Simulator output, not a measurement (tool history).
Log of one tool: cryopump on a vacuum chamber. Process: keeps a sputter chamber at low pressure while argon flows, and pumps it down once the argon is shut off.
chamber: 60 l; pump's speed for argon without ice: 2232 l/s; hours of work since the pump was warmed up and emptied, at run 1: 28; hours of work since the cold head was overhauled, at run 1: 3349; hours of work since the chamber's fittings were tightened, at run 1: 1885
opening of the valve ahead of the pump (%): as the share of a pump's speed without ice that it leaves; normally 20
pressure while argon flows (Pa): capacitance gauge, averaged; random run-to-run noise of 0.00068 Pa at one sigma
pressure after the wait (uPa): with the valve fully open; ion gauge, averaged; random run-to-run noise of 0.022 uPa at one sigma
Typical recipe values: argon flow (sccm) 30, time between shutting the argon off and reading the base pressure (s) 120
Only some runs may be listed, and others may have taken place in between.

| run | hour | argon flow (sccm) | time between shutting the argon off and reading the base pressure (s) | opening of the valve ahead of the pump (%) | hours of work since the pump was warmed up and emptied | hours of work since the cold head was overhauled | hours of work since the chamber's fittings were tightened | pressure while argon flows (Pa) | pressure after the wait (uPa) |
|---|---|---|---|---|---|---|---|---|---|
| 1 | 0.0 | 30 | 120 | 20 | 28 | 3349 | 1885 | 0.1156 | 1.63 |
| 2 | 67.8 | 30 | 120 | 20 | 86 | 3406 | 1942 | 0.1154 | 1.73 |
| 3 | 145.4 | 30 | 120 | 20 | 151 | 3471 | 2007 | 0.1156 | 1.81 |
| 4 | 234.6 | 30 | 29 | 20 | 226 | 3547 | 2083 | 0.1151 | 3.20 |
| 5 | 300.2 | 30 | 29 | 20 | 282 | 3602 | 2138 | 0.1162 | 3.21 |
| 6 | 403.2 | 30 | 29 | 20 | 369 | 3689 | 2225 | 0.1175 | 3.35 |
| 7 | 475.0 | 30 | 29 | 20 | 429 | 3749 | 2285 | 0.1176 | 3.43 |
| 8 | 530.9 | 30 | 29 | 20 | 476 | 3797 | 2333 | 0.1178 | 3.52 |

What will run 9 give?
| 9 | 600.0 | 30 | 29 | 20 | 535 | 3855 | 2391 | ? | ? |

{"run 9": {"pressure while argon flows (Pa)": 0.1179, "pressure after the wait (uPa)": 3.51}}
Were there no unlogged condition in the tool, this run, its random variation unchanged, would have produced pressure while argon flows (Pa) 0.1132, pressure after the wait (uPa) 1.96.
